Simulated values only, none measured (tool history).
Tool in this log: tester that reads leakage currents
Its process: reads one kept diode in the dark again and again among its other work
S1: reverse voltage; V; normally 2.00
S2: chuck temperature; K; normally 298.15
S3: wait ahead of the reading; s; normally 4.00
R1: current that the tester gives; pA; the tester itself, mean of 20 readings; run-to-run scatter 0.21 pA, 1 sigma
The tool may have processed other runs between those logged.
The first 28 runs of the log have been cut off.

run,hour,S1,S2,S3,R1
29,1088.9,2.00,323.15,0.73,420.63
30,1130.9,19.01,298.15,1.18,160.22
31,1174.3,19.01,298.15,1.18,161.30
32,1226.0,4.97,300.15,1.18,120.26
33,1258.6,4.97,312.15,1.18,274.21
34,1303.3,11.09,298.15,4.00,133.64
35,1333.0,16.33,307.15,0.79,288.91
36,1357.5,1.07,307.15,0.32,123.24
37,1392.3,2.00,298.15,2.45,78.71
# hour 1415.2: chuck's temperature calibrated
38,1434.3,2.00,298.15,2.45,70.04

Here are 4 independent what-if runs from the current tool condition. What would each one return?
A,1475.3,6.23,316.15,0.35,?
B,1475.3,2.00,298.15,9.59,?
C,1475.3,2.00,298.15,1.43,?
D,1475.3,8.92,298.15,2.45,?

run,R1
A,353.28
B,70.02
C,70.35
D,112.45
The same runs, with their run-to-run variation unchanged, on a tool lacking any hidden condition would have given:
run,R1
A,344.00
B,67.95
C,68.28
D,107.93
